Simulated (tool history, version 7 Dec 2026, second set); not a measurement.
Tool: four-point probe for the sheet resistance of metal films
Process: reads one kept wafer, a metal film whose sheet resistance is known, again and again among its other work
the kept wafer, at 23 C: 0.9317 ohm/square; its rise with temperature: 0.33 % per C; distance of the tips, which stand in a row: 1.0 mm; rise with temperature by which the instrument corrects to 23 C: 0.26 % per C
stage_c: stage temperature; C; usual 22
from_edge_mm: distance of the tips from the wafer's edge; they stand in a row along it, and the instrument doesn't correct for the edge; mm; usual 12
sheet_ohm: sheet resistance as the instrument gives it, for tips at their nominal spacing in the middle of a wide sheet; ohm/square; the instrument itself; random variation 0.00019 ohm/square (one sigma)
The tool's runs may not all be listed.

run    hour  stage_c  from_edge_mm  sheet_ohm
  1       0       22            12   0.934789
  2    52.1       22            12   0.934602
  3     148       22            12   0.934306
  4   188.3       22            12   0.934671
  5   235.1       22            12   0.934526
  6     286       22            12    0.93421
  7   347.2       22            12   0.934604
      360.2  -- stage's thermometer calibrated
  8   420.6       22            12   0.934444
  9   482.3       22             4    0.96142
 10     539       22            21   0.931834
 11   631.8       22            21    0.93226
 12   699.4       22            21   0.931979
 13   775.3       22            21   0.932361
 14   863.7       20            21    0.93139
 15   917.9       20            32   0.930513
 16   957.4       20            32   0.930147
 17  1045.3       20            32    0.93057
 18    1130       29            12   0.938838
 19  1209.8       21            12   0.934129
 20  1271.7       22            12   0.934714
 21  1362.7       22             4   0.961579
 22  1418.3       22             4   0.961537
 23  1464.8       20             9   0.936276
 24    1551       29            60   0.935338
 25  1636.6       29            60   0.935547
 26  1712.7       29            60   0.935447
 27  1755.1       27            14   0.936582
 28  1826.9       27            14   0.936507
 29    1874       29            29    0.93513
 30  1918.2       20            34   0.930538
 31  1958.8       20            34   0.929964
 32  2002.5       20            10   0.934571
 33    2053       20            10   0.934819
 34  2134.6       29             4   0.965527
 35  2207.1       29             4   0.965941
 36  2252.1       22            34   0.931553
 37  2341.6       31            34    0.93674
 38  2386.4       33             4   0.968451
 39  2448.6       32            14   0.939663
 40  2493.2       32            14   0.939418
     2506.9  -- new probe head fitted
 41  2564.7       32            14   0.939336
 42  2629.9       23            14   0.934281
 43  2670.2       21            10   0.935481
 44  2737.8       32             9    0.94305

Forecast each of these 5 alternatives for the next run:
  A  2827.5       30            38          ?
  B  2827.5       28             6          ?
  C  2827.5       22            73          ?
  D  2827.5       29            12          ?
  E  2827.5       28             4          ?

run  sheet_ohm
  A   0.936174
  B   0.948294
  C   0.931279
  D    0.93869
  E   0.965017
Without the tool's hidden state the same runs would have given:
run  sheet_ohm
  A   0.936209
  B   0.948329
  C   0.931314
  D   0.938724
  E   0.965053

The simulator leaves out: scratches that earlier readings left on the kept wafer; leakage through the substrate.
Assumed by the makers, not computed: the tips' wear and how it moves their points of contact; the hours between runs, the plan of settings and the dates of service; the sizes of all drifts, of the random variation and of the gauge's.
